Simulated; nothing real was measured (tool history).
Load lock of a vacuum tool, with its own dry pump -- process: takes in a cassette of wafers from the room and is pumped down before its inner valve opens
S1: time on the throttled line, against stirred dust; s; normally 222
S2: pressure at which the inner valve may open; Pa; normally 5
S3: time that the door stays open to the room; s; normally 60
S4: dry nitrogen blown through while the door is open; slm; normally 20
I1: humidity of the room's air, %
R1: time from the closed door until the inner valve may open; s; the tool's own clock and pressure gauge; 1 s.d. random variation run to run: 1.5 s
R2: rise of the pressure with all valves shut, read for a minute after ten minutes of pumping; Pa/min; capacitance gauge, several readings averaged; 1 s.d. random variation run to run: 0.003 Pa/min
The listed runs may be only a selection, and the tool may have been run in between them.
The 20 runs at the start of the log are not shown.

run,hour,S1,S2,S3,S4,I1,R1,R2
21,1229.4,255,7,94,14,43.8,354.9,0.050
22,1278.9,255,7,94,14,43.4,360.5,0.051
23,1349.0,255,7,94,14,44.2,359.2,0.056
24,1406.1,222,5,60,20,43.9,338.2,0.034
25,1483.0,180,5,60,24,43.0,298.8,0.034
26,1528.5,180,5,60,24,43.7,296.8,0.034
27,1605.9,411,7,97,16,50.1,502.6,0.052
28,1672.2,411,7,97,16,42.7,502.8,0.051
29,1711.8,411,7,97,16,43.9,501.4,0.052
30,1774.2,411,7,97,16,42.7,498.6,0.046
31,1849.6,222,5,167,9,41.8,336.1,0.072
32,1894.8,362,5,26,6,43.0,461.0,0.035
33,1944.3,165,5,26,11,48.0,283.9,0.034
34,2030.1,123,8,58,21,42.8,241.1,0.036
35,2073.5,123,8,58,21,47.0,238.3,0.039
36,2154.2,247,8,55,35,45.4,348.3,0.030

Consider 5 possible next runs. They are alternatives, not a sequence: every one starts from the tool as it was left by run 36. What does each give?
A,2202.6,247,5,26,20,44.6,?,?
B,2202.6,230,8,55,14,45.2,?,?
C,2202.6,289,6,55,35,45.9,?,?
D,2202.6,336,5,40,35,44.7,?,?
E,2202.6,192,8,55,21,45.1,?,?

run,R1,R2
A,361.2,0.025
B,336.0,0.038
C,395.2,0.028
D,439.8,0.023
E,299.2,0.035
Without the tool's unlogged condition, the same runs would have read:
run,R1,R2
A,361.2,0.024
B,336.0,0.037
C,395.2,0.027
D,439.8,0.022
E,299.2,0.035

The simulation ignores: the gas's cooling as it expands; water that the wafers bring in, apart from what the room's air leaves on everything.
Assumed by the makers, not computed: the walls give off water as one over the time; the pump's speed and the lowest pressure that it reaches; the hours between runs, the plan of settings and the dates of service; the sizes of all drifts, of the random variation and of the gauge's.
